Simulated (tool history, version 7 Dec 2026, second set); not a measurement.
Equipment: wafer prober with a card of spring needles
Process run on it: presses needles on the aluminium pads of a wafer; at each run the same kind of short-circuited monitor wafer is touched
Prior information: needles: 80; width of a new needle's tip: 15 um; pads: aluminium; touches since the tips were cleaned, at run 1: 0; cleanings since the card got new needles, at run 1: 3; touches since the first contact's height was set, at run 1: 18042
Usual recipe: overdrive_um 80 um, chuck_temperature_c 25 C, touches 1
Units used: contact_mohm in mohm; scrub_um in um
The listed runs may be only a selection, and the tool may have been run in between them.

run,hour,overdrive_um,chuck_temperature_c,touches,touches since the tips were cleaned,cleanings since the card got new needles,touches since the first contact's height was set,contact_mohm,scrub_um
1,0.0,80,25,1,0,3,18042,152,14.207
2,10.3,80,25,1,2044,3,20086,166,14.208
3,20.8,80,25,1,4119,3,22161,177,14.217
# hour 27.2: tips cleaned on abrasive film
4,33.3,80,25,1,1211,4,24630,165,14.205
5,40.9,80,35,1,2723,4,26142,170,14.185
6,47.3,80,35,1,3986,4,27405,175,14.192
# hour 53.8: tips cleaned on abrasive film
7,58.3,80,35,1,878,5,29560,160,14.201
8,66.9,80,34,1,2588,5,31270,168,14.202
9,79.0,80,34,1,4989,5,33671,176,14.199
# hour 80.5: tips cleaned on abrasive film
10,89.4,80,34,1,1760,6,35719,168,14.177
11,99.4,80,34,1,3744,6,37703,172,14.176
# hour 107.7: tips cleaned on abrasive film
12,107.7,73,25,1,0,7,39322,155,12.923
13,116.9,73,25,1,1832,7,41154,165,12.926
14,127.7,73,25,1,3970,7,43292,176,12.941
# hour 134.7: tips cleaned on abrasive film
15,138.6,86,25,1,790,8,45445,158,15.220
16,144.8,71,25,1,2007,8,46662,169,12.557
17,153.8,71,25,1,3805,8,48460,177,12.570
18,160.6,71,25,1,5143,8,49798,184,12.546
# hour 161.4: tips cleaned on abrasive film
19,167.5,71,25,1,1221,9,51153,165,12.556
20,172.6,73,35,1,2236,9,52168,172,12.904
21,181.0,80,71,1,3902,9,53834,181,14.146
# hour 188.4: tips cleaned on abrasive film
22,190.8,69,45,1,464,10,55744,162,12.180
23,202.9,73,26,1,2874,10,58154,172,12.889
24,209.1,67,40,1,4106,10,59386,186,11.817
# hour 214.9: tips cleaned on abrasive film
25,217.1,61,41,1,440,11,60957,165,10.770
26,223.5,94,25,2,1692,11,62209,158,16.638
27,230.8,94,25,2,3156,11,63673,162,16.633
28,237.5,76,25,3,4472,11,64989,161,13.413
# hour 242.0: tips cleaned on abrasive film
29,250.0,76,25,3,1569,12,67446,160,13.422
30,255.4,76,83,3,2642,12,68519,169,13.424
31,267.7,80,25,1,5088,12,70965,176,14.124
# hour 269.4: tips cleaned on abrasive film
32,274.9,80,25,1,1091,13,72375,162,14.132
33,285.6,80,46,1,3216,13,74500,171,14.139
# hour 295.9: tips cleaned on abrasive film
34,296.8,80,46,1,176,14,76704,159,14.106

What if the next run were any one of these 4? Each begins from the tool's condition after run 34:
A,306.2,80,84,2,2041,14,78569,?,?
B,306.2,68,30,2,2041,14,78569,?,?
C,306.2,80,46,2,2041,14,78569,?,?
D,306.2,95,30,1,2041,14,78569,?,?

run,contact_mohm,scrub_um
A,171,14.107
B,165,11.962
C,162,14.101
D,166,16.783
What these runs would have given with no unlogged condition in the tool:
run,contact_mohm,scrub_um
A,163,14.246
B,154,12.101
C,154,14.240
D,155,16.922
